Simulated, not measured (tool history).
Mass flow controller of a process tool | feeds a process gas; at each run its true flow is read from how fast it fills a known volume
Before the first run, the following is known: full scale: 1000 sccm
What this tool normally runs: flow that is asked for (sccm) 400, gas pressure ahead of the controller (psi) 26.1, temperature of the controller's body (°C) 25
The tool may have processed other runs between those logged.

run     hour  flow that is asked for (sccm)  gas pressure ahead of the controller (psi)  temperature of the controller's body (°C)  true flow (%)
  1      0.0                            400                                        26.1                                         25          98.58
  2    433.8                            400                                        26.1                                         25          98.47
  3    802.9                            400                                        26.1                                         25          98.57
  4   1304.1                            400                                        26.1                                         25          98.52
  5   1558.2                            400                                        26.1                                         25          98.50
  6   1791.5                            400                                        26.1                                         25          98.40
  7   2262.7                            943                                        26.1                                         25          99.94
  8   2625.1                            474                                        26.1                                         25          98.78
  9   2885.4                            474                                        26.1                                         25          98.57
 10   3429.7                            474                                        26.1                                         25          98.66
 11   3964.1                            400                                        20.7                                         25          98.24
 12   4353.3                            400                                        20.7                                         25          98.24
 13   4799.0                            400                                        20.7                                         25          98.25
 14   5124.7                            400                                        20.7                                         25          98.28
 15   5421.2                            400                                        26.1                                         25          98.48
 16   5834.2                            400                                        26.1                                         25          98.41
 17   6201.8                            400                                        26.1                                         25          98.48
 18   6527.1                            400                                        26.1                                         25          98.45
 19   7028.8                            400                                        26.1                                         25          98.43
 20   7514.5                            400                                        26.1                                         25          98.55
 21   7911.9                            143                                        20.6                                         28          97.66
 22   8237.6                            143                                        20.6                                         28          97.76
 23   8570.3                            154                                        20.6                                         28          97.73
 24   9007.6                            354                                        26.1                                         25          98.42
 25   9468.3                            911                                        28.1                                         34         100.09
 26   9734.2                            911                                        25.8                                         39         100.02
 27  10132.9                            911                                        25.8                                         39         100.17
 28  10609.1                            400                                        36.5                                         27          98.69
 29  10940.4                            400                                        36.5                                         27          98.74
 30  11253.3                            400                                        28.9                                         27          98.56
 31  11487.4                            719                                        23.9                                         27          99.16
 32  11828.3                            128                                        34.8                                         31          98.06
 33  12299.2                            298                                        22.0                                         31          98.40
 34  12538.3                            193                                        28.9                                         25          97.92
 35  12831.8                            259                                        23.6                                         25          98.12
 36  13368.7                            469                                        23.6                                         25          98.59
 37  13849.3                            469                                        23.6                                         25          98.46
 38  14411.1                            400                                        35.0                                         21          98.59
 39  14880.2                            316                                        35.0                                         21          98.39

Not shown here: 2 entries made in the log between runs. Locate each between two listed runs and compare the hidden state at the listed run before it with the hidden state at the listed run after it:
In the gap between runs 32 and 33: controller's zero set anew (hour 12131.7)
  flow at rest that the sensor doesn't see, % of full scale: -0.003 -> 0
In the gap between runs 36 and 37: controller exchanged for a calibrated one (hour 13726.3)
  true flow over the shown one, %: 0.01 -> 0

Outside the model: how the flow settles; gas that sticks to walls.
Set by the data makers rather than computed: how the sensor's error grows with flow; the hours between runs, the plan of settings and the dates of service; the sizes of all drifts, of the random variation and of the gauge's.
